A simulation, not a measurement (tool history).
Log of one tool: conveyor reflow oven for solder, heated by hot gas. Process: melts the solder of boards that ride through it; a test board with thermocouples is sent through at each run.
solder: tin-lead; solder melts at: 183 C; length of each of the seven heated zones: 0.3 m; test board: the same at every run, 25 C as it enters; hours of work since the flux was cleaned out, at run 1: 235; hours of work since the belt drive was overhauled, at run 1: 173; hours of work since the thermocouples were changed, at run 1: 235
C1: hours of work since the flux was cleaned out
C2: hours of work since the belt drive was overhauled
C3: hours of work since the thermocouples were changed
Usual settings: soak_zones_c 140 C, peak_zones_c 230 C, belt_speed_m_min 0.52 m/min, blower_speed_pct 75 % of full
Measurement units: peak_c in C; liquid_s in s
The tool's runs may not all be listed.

{"run": 1, "hour": 0.0, "soak_zones_c": 140, "peak_zones_c": 230, "belt_speed_m_min": 0.52, "blower_speed_pct": 75, "C1": 235, "C2": 173, "C3": 235, "peak_c": 212.9, "liquid_s": 49.27}
{"run": 2, "hour": 34.7, "soak_zones_c": 140, "peak_zones_c": 230, "belt_speed_m_min": 0.52, "blower_speed_pct": 75, "C1": 254, "C2": 191, "C3": 254, "peak_c": 212.9, "liquid_s": 49.16}
{"hour": 57.3, "done": "flux residue cleaned out of gas plates and filters"}
{"run": 3, "hour": 114.3, "soak_zones_c": 140, "peak_zones_c": 230, "belt_speed_m_min": 0.52, "blower_speed_pct": 75, "C1": 31, "C2": 231, "C3": 294, "peak_c": 211.4, "liquid_s": 47.9}
{"run": 4, "hour": 190.8, "soak_zones_c": 140, "peak_zones_c": 230, "belt_speed_m_min": 0.52, "blower_speed_pct": 75, "C1": 72, "C2": 273, "C3": 335, "peak_c": 211.1, "liquid_s": 47.87}
{"run": 5, "hour": 257.0, "soak_zones_c": 135, "peak_zones_c": 230, "belt_speed_m_min": 0.52, "blower_speed_pct": 75, "C1": 108, "C2": 308, "C3": 371, "peak_c": 209.8, "liquid_s": 44.88}
{"run": 6, "hour": 296.9, "soak_zones_c": 140, "peak_zones_c": 230, "belt_speed_m_min": 0.52, "blower_speed_pct": 75, "C1": 129, "C2": 330, "C3": 392, "peak_c": 210.7, "liquid_s": 47.43}
{"run": 7, "hour": 378.2, "soak_zones_c": 140, "peak_zones_c": 230, "belt_speed_m_min": 0.52, "blower_speed_pct": 75, "C1": 173, "C2": 373, "C3": 436, "peak_c": 210.2, "liquid_s": 47.01}
{"run": 8, "hour": 416.5, "soak_zones_c": 125, "peak_zones_c": 230, "belt_speed_m_min": 0.52, "blower_speed_pct": 75, "C1": 193, "C2": 394, "C3": 456, "peak_c": 207.2, "liquid_s": 39.29}
{"run": 9, "hour": 488.1, "soak_zones_c": 125, "peak_zones_c": 230, "belt_speed_m_min": 0.52, "blower_speed_pct": 75, "C1": 232, "C2": 433, "C3": 495, "peak_c": 206.6, "liquid_s": 38.98}
{"hour": 522.6, "done": "flux residue cleaned out of gas plates and filters, once more"}
{"run": 10, "hour": 567.6, "soak_zones_c": 125, "peak_zones_c": 230, "belt_speed_m_min": 0.52, "blower_speed_pct": 75, "C1": 24, "C2": 473, "C3": 535, "peak_c": 211.4, "liquid_s": 44.47}
{"hour": 603.5, "done": "thermocouples of zones 6 and 7 changed"}
{"run": 11, "hour": 603.5, "soak_zones_c": 132, "peak_zones_c": 230, "belt_speed_m_min": 0.52, "blower_speed_pct": 75, "C1": 42, "C2": 491, "C3": 0, "peak_c": 213.9, "liquid_s": 48.43}
{"run": 12, "hour": 662.7, "soak_zones_c": 140, "peak_zones_c": 230, "belt_speed_m_min": 0.52, "blower_speed_pct": 75, "C1": 74, "C2": 523, "C3": 32, "peak_c": 215, "liquid_s": 51.89}
{"run": 13, "hour": 703.5, "soak_zones_c": 140, "peak_zones_c": 230, "belt_speed_m_min": 0.52, "blower_speed_pct": 75, "C1": 96, "C2": 545, "C3": 54, "peak_c": 214.7, "liquid_s": 51.59}
{"run": 14, "hour": 757.5, "soak_zones_c": 140, "peak_zones_c": 221, "belt_speed_m_min": 0.52, "blower_speed_pct": 75, "C1": 125, "C2": 574, "C3": 83, "peak_c": 207.1, "liquid_s": 45.28}
{"run": 15, "hour": 822.8, "soak_zones_c": 140, "peak_zones_c": 221, "belt_speed_m_min": 0.52, "blower_speed_pct": 75, "C1": 160, "C2": 609, "C3": 118, "peak_c": 206.5, "liquid_s": 44.92}
{"run": 16, "hour": 873.4, "soak_zones_c": 140, "peak_zones_c": 221, "belt_speed_m_min": 0.441, "blower_speed_pct": 75, "C1": 188, "C2": 636, "C3": 145, "peak_c": 210.3, "liquid_s": 58.73}
{"run": 17, "hour": 924.8, "soak_zones_c": 140, "peak_zones_c": 221, "belt_speed_m_min": 0.441, "blower_speed_pct": 75, "C1": 215, "C2": 664, "C3": 173, "peak_c": 210.2, "liquid_s": 58.46}
{"run": 18, "hour": 1000.6, "soak_zones_c": 140, "peak_zones_c": 240, "belt_speed_m_min": 0.52, "blower_speed_pct": 56, "C1": 256, "C2": 705, "C3": 214, "peak_c": 217.3, "liquid_s": 52.34}
{"hour": 1016.0, "done": "flux residue cleaned out of gas plates and filters"}
{"run": 19, "hour": 1048.3, "soak_zones_c": 140, "peak_zones_c": 240, "belt_speed_m_min": 0.426, "blower_speed_pct": 65, "C1": 17, "C2": 728, "C3": 237, "peak_c": 227.5, "liquid_s": 73.39}
{"run": 20, "hour": 1115.1, "soak_zones_c": 140, "peak_zones_c": 230, "belt_speed_m_min": 0.524, "blower_speed_pct": 78, "C1": 53, "C2": 764, "C3": 273, "peak_c": 215, "liquid_s": 51.97}
{"run": 21, "hour": 1170.4, "soak_zones_c": 153, "peak_zones_c": 230, "belt_speed_m_min": 0.538, "blower_speed_pct": 72, "C1": 83, "C2": 793, "C3": 302, "peak_c": 215.4, "liquid_s": 55.37}
{"run": 22, "hour": 1223.6, "soak_zones_c": 147, "peak_zones_c": 237, "belt_speed_m_min": 0.52, "blower_speed_pct": 75, "C1": 112, "C2": 822, "C3": 331, "peak_c": 221.6, "liquid_s": 58.88}
{"run": 23, "hour": 1295.9, "soak_zones_c": 140, "peak_zones_c": 230, "belt_speed_m_min": 0.52, "blower_speed_pct": 60, "C1": 151, "C2": 861, "C3": 370, "peak_c": 210.8, "liquid_s": 47.97}
{"run": 24, "hour": 1359.7, "soak_zones_c": 140, "peak_zones_c": 230, "belt_speed_m_min": 0.479, "blower_speed_pct": 89, "C1": 185, "C2": 895, "C3": 404, "peak_c": 218.4, "liquid_s": 60.2}
{"run": 25, "hour": 1440.9, "soak_zones_c": 140, "peak_zones_c": 244, "belt_speed_m_min": 0.461, "blower_speed_pct": 89, "C1": 229, "C2": 939, "C3": 448, "peak_c": 231.4, "liquid_s": 70.45}
{"hour": 1507.7, "done": "flux residue cleaned out of gas plates and filters"}
{"run": 26, "hour": 1520.0, "soak_zones_c": 140, "peak_zones_c": 244, "belt_speed_m_min": 0.461, "blower_speed_pct": 89, "C1": 7, "C2": 979, "C3": 488, "peak_c": 232.4, "liquid_s": 71.08}
{"run": 27, "hour": 1595.4, "soak_zones_c": 132, "peak_zones_c": 227, "belt_speed_m_min": 0.581, "blower_speed_pct": 51, "C1": 47, "C2": 1019, "C3": 528, "peak_c": 200.1, "liquid_s": 29.23}
{"run": 28, "hour": 1631.6, "soak_zones_c": 132, "peak_zones_c": 231, "belt_speed_m_min": 0.584, "blower_speed_pct": 51, "C1": 67, "C2": 1039, "C3": 548, "peak_c": 202.9, "liquid_s": 31.96}
{"hour": 1645.1, "done": "thermocouples of zones 6 and 7 changed"}
{"run": 29, "hour": 1691.0, "soak_zones_c": 140, "peak_zones_c": 230, "belt_speed_m_min": 0.56, "blower_speed_pct": 70, "C1": 98, "C2": 1070, "C3": 25, "peak_c": 211.6, "liquid_s": 45.57}
{"run": 30, "hour": 1769.1, "soak_zones_c": 140, "peak_zones_c": 230, "belt_speed_m_min": 0.56, "blower_speed_pct": 70, "C1": 140, "C2": 1112, "C3": 67, "peak_c": 211.3, "liquid_s": 45.33}

Hidden condition of the tool, last listed run before each entry between runs versus first listed run after:
Logged between run 2 and run 3: flux residue cleaned out of gas plates and filters (hour 57.3)
  heat that the gas passes to the board, % of a clean oven's: 92.6 -> 88.7; belt's true speed, % of the reading: 99.34 -> 99.23; true gas temperature in zones 6 and 7 over the reading, C: -0.89 -> -1.02
  measured value less the no-hidden-state value, peak_c: -2.5 -> -3.8 C; liquid_s: -2.01 -> -3.24 s
Logged between run 9 and run 10: flux residue cleaned out of gas plates and filters, once more (hour 522.6)
  heat that the gas passes to the board, % of a clean oven's: 84.6 -> 98.6; belt's true speed, % of the reading: 98.72 -> 98.62; true gas temperature in zones 6 and 7 over the reading, C: -1.62 -> -1.73
  measured value less the no-hidden-state value, peak_c: -6.1 -> -1.5 C; liquid_s: -5.93 -> -0.51 s
Logged between run 10 and run 11: thermocouples of zones 6 and 7 changed (hour 603.5)
  heat that the gas passes to the board, % of a clean oven's: 98.6 -> 98.1; belt's true speed, % of the reading: 98.62 -> 98.57; true gas temperature in zones 6 and 7 over the reading, C: -1.73 -> 0.09
  measured value less the no-hidden-state value, peak_c: -1.5 -> +0 C; liquid_s: -0.51 -> +0.65 s
Logged between run 18 and run 19: flux residue cleaned out of gas plates and filters (hour 1016)
  heat that the gas passes to the board, % of a clean oven's: 93.1 -> 99.2; belt's true speed, % of the reading: 98.05 -> 98; true gas temperature in zones 6 and 7 over the reading, C: -0.54 -> -0.61
  measured value less the no-hidden-state value, peak_c: -1.6 -> -0.2 C; liquid_s: -0.31 -> +1.43 s
Logged between run 25 and run 26: flux residue cleaned out of gas plates and filters (hour 1507.7)
  heat that the gas passes to the board, % of a clean oven's: 94.4 -> 99.2; belt's true speed, % of the reading: 97.48 -> 97.38; true gas temperature in zones 6 and 7 over the reading, C: -1.22 -> -1.33
  measured value less the no-hidden-state value, peak_c: -1.9 -> -0.8 C; liquid_s: +0.84 -> +1.59 s
Logged between run 28 and run 29: thermocouples of zones 6 and 7 changed (hour 1645.1)
  heat that the gas passes to the board, % of a clean oven's: 97.8 -> 97.1; belt's true speed, % of the reading: 97.23 -> 97.15; true gas temperature in zones 6 and 7 over the reading, C: -1.5 -> -0.57
  measured value less the no-hidden-state value, peak_c: -0.6 -> -0.4 C; liquid_s: +0.37 -> +1.06 s
